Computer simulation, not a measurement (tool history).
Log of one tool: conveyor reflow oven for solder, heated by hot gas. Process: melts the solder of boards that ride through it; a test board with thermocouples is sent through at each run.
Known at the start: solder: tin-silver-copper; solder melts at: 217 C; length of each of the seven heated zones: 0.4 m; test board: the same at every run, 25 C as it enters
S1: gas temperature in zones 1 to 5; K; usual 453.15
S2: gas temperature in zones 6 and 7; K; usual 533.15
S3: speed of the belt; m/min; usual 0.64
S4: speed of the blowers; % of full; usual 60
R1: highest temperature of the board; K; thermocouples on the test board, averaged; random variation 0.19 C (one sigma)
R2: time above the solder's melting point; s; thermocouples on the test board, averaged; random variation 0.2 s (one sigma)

run	hour	S1	S2	S3	S4	R1	R2
1	0	453.15	533.15	0.64	60	518.95	53
2	25.3	453.15	533.15	0.64	60	518.65	52.6
3	54.4	453.15	533.15	0.64	60	518.75	52.6
4	81.7	453.15	533.15	0.64	60	518.25	52.7
5	105.7	453.15	533.15	0.64	60	518.55	52.5
6	121.1	460.15	533.15	0.64	60	520.05	56.7
7	137	453.15	533.15	0.64	60	518.85	52.3
8	154.7	456.15	533.15	0.64	64	520.05	55.4
9	179.1	455.15	529.15	0.712	60	512.15	40.9
10	193.1	455.15	529.15	0.568	60	518.85	62.2
11	210.4	453.15	531.15	0.64	59	516.35	50.4
12	226.1	462.15	533.15	0.64	60	520.45	57.8

Forecast run 13:
13	250.9	462.15	533.15	0.64	60	?	?

Run 13 gave R1 520.05 K, R2 58.1 s.
Without the tool's hidden state the same run would have given R1 520.75 K, R2 59.4 s.

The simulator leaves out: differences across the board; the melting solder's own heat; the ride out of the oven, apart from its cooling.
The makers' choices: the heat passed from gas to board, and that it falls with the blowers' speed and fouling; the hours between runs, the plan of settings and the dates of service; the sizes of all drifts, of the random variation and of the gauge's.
